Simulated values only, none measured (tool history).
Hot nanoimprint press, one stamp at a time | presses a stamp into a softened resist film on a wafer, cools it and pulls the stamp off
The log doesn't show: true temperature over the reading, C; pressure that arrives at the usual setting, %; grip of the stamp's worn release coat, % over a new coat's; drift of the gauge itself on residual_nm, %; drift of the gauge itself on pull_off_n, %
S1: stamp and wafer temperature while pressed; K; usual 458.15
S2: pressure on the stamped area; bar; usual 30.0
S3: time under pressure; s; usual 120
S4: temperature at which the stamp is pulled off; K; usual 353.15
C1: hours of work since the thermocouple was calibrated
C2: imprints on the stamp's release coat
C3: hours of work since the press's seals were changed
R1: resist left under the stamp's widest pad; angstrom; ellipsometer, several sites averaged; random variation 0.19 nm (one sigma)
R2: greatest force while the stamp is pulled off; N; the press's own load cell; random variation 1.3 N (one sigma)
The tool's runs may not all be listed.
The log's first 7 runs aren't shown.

run     day      S1    S2   S3      S4   C1    C2   C3    R1   R2
  8   2.471  458.15  29.0  120  349.15  494  1520  235   801  156
  9   2.892  460.15  30.0  120  353.15  502  1544  243   749  139
 10   3.125  460.15  30.0  120  353.15  506  1557  247   750  142
 11   3.608  458.15  30.0  196  353.15  515  1584  256   641  143
 12   4.125  458.15  30.0  196  353.15  525  1612  265   644  143
 13   4.467  458.15  30.0  120  339.15  531  1632  272   785  192
 14   4.808  458.15  30.0  120  339.15  537  1651  278   781  199
 15   5.125  458.15  27.7  120  339.15  543  1668  284   810  196
 16   5.508  463.15  19.1   64  352.15  550  1690  291  1073  148
 17   5.829  463.15  35.9   64  352.15  556  1708  297   823  148
 18   6.358  470.15  28.9  234  341.15  565  1737  306   444  191
 19   6.754  470.15  28.9  234  341.15  573  1760  314   443  187
      7.321  -- stamp cleaned and given a new release coat
 20   7.454  458.15  32.3  120  348.15  581     8  322   759  125
      7.617  -- plate thermocouple calibrated
 21   7.929  458.15  32.3  120  348.15    6    27  328   807  134
 22   8.388  458.15  38.4  120  351.15   14    53  337   744  127
 23   8.808  458.15  38.4  120  351.15   22    76  344   744  126
 24   9.292  461.15  31.9  120  353.15   31   103  353   748  122
 25   9.538  446.15  30.0  120  353.15   35   117  358  1136  122
 26   9.750  458.15  23.4  128  357.15   39   129  361   901  109
 27  10.221  458.15  23.4  128  357.15   48   156  370   905  108
 28  10.479  458.15  23.4  128  357.15   52   170  375   904  109
 29  10.771  458.15  30.0  108  343.15   58   186  380   865  155
 30  11.121  449.15  21.5  120  353.15   64   206  386  1190  123

Forecast each of these 3 alternatives for the next run:
  A  11.404  448.15  21.5  120  353.15  69  222  392   ?   ?
  B  11.404  449.15  24.6  167  353.15  69  222  392   ?   ?
  C  11.404  448.15  30.2  114  353.15  69  222  392   ?   ?

run    R1   R2
  A  1217  121
  B  1007  123
  C  1094  124
Without the tool's hidden state the same runs would have given:
run    R1   R2
  A  1217  117
  B  1006  120
  C  1091  120
